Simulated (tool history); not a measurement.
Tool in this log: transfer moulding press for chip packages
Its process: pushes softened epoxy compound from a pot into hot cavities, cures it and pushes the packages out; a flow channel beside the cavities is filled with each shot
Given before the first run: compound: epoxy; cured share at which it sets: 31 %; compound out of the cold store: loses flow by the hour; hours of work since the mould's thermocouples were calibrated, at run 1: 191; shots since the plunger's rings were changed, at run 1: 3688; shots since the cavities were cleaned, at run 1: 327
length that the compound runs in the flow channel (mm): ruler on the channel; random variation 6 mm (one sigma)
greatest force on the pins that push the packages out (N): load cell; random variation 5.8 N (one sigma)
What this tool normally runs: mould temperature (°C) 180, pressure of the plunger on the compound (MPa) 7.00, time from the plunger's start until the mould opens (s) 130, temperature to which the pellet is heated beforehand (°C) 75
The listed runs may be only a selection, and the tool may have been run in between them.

run   hour  mould temperature (°C)  pressure of the plunger on the compound (MPa)  time from the plunger's start until the mould opens (s)  temperature to which the pellet is heated beforehand (°C)  hours of work since the mould's thermocouples were calibrated  shots since the plunger's rings were changed  shots since the cavities were cleaned  incoming compound's hours out of the cold store  length that the compound runs in the flow channel (mm)  greatest force on the pins that push the packages out (N)
  1    0.0                     180                                           7.00                                                      130                                                         75                                                            191                                          3688                                    327                                             13.5                                                     689                                                        282
  2    9.0                     180                                           7.00                                                      130                                                         75                                                            196                                          3763                                    402                                              8.3                                                     688                                                        300
  3   24.7                     175                                           7.00                                                      130                                                         75                                                            204                                          3895                                    534                                             22.5                                                     675                                                        387
  4   42.2                     180                                           7.00                                                      130                                                         75                                                            214                                          4041                                    680                                             22.9                                                     663                                                        345
  5   53.2                     180                                           7.00                                                      130                                                         75                                                            220                                          4133                                    772                                             34.3                                                     632                                                        339
      67.0  -- cavities cleaned with cleaning compound and waxed
  6   67.2                     180                                           7.00                                                      130                                                         75                                                            227                                          4237                                      1                                              8.7                                                     690                                                        226
  7   76.3                     180                                           7.00                                                      130                                                         75                                                            232                                          4314                                     78                                             40.0                                                     625                                                        233
      88.4  -- plunger's sealing rings changed
  8   89.4                     177                                           7.00                                                      130                                                         75                                                            238                                             9                                    167                                             40.3                                                     669                                                        276
  9  103.6                     177                                           7.00                                                      130                                                         75                                                            246                                           127                                    285                                             27.7                                                     690                                                        323
 10  116.8                     177                                           7.00                                                      130                                                         75                                                            253                                           238                                    396                                             41.6                                                     665                                                        323
 11  127.1                     177                                           6.41                                                      130                                                         75                                                            259                                           324                                    482                                             31.5                                                     655                                                        350
 12  135.4                     177                                           6.41                                                      130                                                         75                                                            264                                           393                                    551                                             10.5                                                     701                                                        359
 13  146.9                     177                                           6.41                                                      130                                                         75                                                            270                                           489                                    647                                             20.4                                                     672                                                        386
 14  158.8                     177                                           6.41                                                      130                                                         75                                                            277                                           589                                    747                                             27.5                                                     660                                                        396
     175.7  -- cavities cleaned with cleaning compound and waxed
 15  178.3                     179                                           7.48                                                      130                                                         72                                                            287                                           740                                     22                                             42.5                                                     667                                                        231
 16  193.0                     173                                           8.17                                                      159                                                         70                                                            295                                           863                                    145                                             10.0                                                     808                                                        243
 17  208.8                     173                                           8.06                                                      121                                                         82                                                            304                                           995                                    277                                             33.6                                                     738                                                        416
 18  221.2                     172                                           6.60                                                      156                                                         75                                                            311                                          1099                                    381                                             43.7                                                     637                                                        305
 19  239.5                     181                                           7.77                                                      136                                                         67                                                            321                                          1252                                    534                                             46.9                                                     660                                                        304
 20  248.3                     185                                           6.75                                                      154                                                         67                                                            326                                          1325                                    607                                             15.0                                                     679                                                        299
     251.6  -- mould's thermocouples calibrated
 21  267.2                     185                                           6.75                                                      154                                                         67                                                              9                                          1467                                    749                                             26.7                                                     654                                                        319
 22  281.5                     180                                           8.13                                                      116                                                         75                                                             17                                          1586                                    868                                             46.0                                                     685                                                        370
     284.4  -- cavities cleaned with cleaning compound and waxed
 23  300.7                     180                                           8.13                                                      116                                                         75                                                             27                                          1735                                    137                                             47.3                                                     679                                                        269
 24  312.6                     172                                           5.99                                                      135                                                         66                                                             33                                          1835                                    237                                             32.3                                                     634                                                        356
 25  326.9                     172                                           5.99                                                      135                                                         66                                                             41                                          1954                                    356                                             10.8                                                     679                                                        415
     337.5  -- mould's thermocouples calibrated, once more
 26  340.5                     172                                           5.99                                                      135                                                         66                                                              2                                          2051                                    453                                             13.8                                                     678                                                        463
 27  351.8                     180                                           7.00                                                      156                                                         76                                                              8                                          2145                                    547                                             12.4                                                     716                                                        290
 28  367.7                     180                                           7.00                                                      156                                                         77                                                             17                                          2278                                    680                                             33.3                                                     650                                                        324

Hidden state at the last listed run before each entry between runs and at the first one after, where it differs:
After run 5, before run 6: cavities cleaned with cleaning compound and waxed (hour 67.0)
  true mould temperature over the reading, C: 0.54 -> 0.56; pressure that reaches the compound, % of what is set: 88.35 -> 88.08; grip of the stained cavities, % over clean ones': 69.3 -> 3.6
  difference, measured minus the result without the unlogged condition, length that the compound runs in the flow channel (mm): -41 -> -47; greatest force on the pins that push the packages out (N): +136 -> +4
After run 7, before run 8: plunger's sealing rings changed (hour 88.4)
  true mould temperature over the reading, C: 0.57 -> 0.58; pressure that reaches the compound, % of what is set: 87.86 -> 99.77; grip of the stained cavities, % over clean ones': 13.6 -> 23.5
  difference, measured minus the result without the unlogged condition, length that the compound runs in the flow channel (mm): -44 -> -2; greatest force on the pins that push the packages out (N): +25 -> +47
After run 14, before run 15: cavities cleaned with cleaning compound and waxed (hour 175.7)
  true mould temperature over the reading, C: 0.68 -> 0.7; pressure that reaches the compound, % of what is set: 98.23 -> 97.81; grip of the stained cavities, % over clean ones': 69.2 -> 3.8
  difference, measured minus the result without the unlogged condition, length that the compound runs in the flow channel (mm): -8 -> -9; greatest force on the pins that push the packages out (N): +154 -> +3
After run 20, before run 21: mould's thermocouples calibrated (hour 251.6)
  true mould temperature over the reading, C: 0.79 -> 1.3; pressure that reaches the compound, % of what is set: 96.19 -> 95.8; grip of the stained cavities, % over clean ones': 59.3 -> 68.5
  difference, measured minus the result without the unlogged condition, length that the compound runs in the flow channel (mm): -15 -> -18; greatest force on the pins that push the packages out (N): +112 -> +128
After run 22, before run 23: cavities cleaned with cleaning compound and waxed (hour 284.4)
  true mould temperature over the reading, C: 1.32 -> 1.34; pressure that reaches the compound, % of what is set: 95.49 -> 95.1; grip of the stained cavities, % over clean ones': 74.5 -> 18.5
  difference, measured minus the result without the unlogged condition, length that the compound runs in the flow channel (mm): -20 -> -21; greatest force on the pins that push the packages out (N): +147 -> +28
After run 25, before run 26: mould's thermocouples calibrated, once more (hour 337.5)
  true mould temperature over the reading, C: 1.38 -> 0.18; pressure that reaches the compound, % of what is set: 94.45 -> 94.16; grip of the stained cavities, % over clean ones': 40.8 -> 48.9
  difference, measured minus the result without the unlogged condition, length that the compound runs in the flow channel (mm): -24 -> -21; greatest force on the pins that push the packages out (N): +90 -> +148
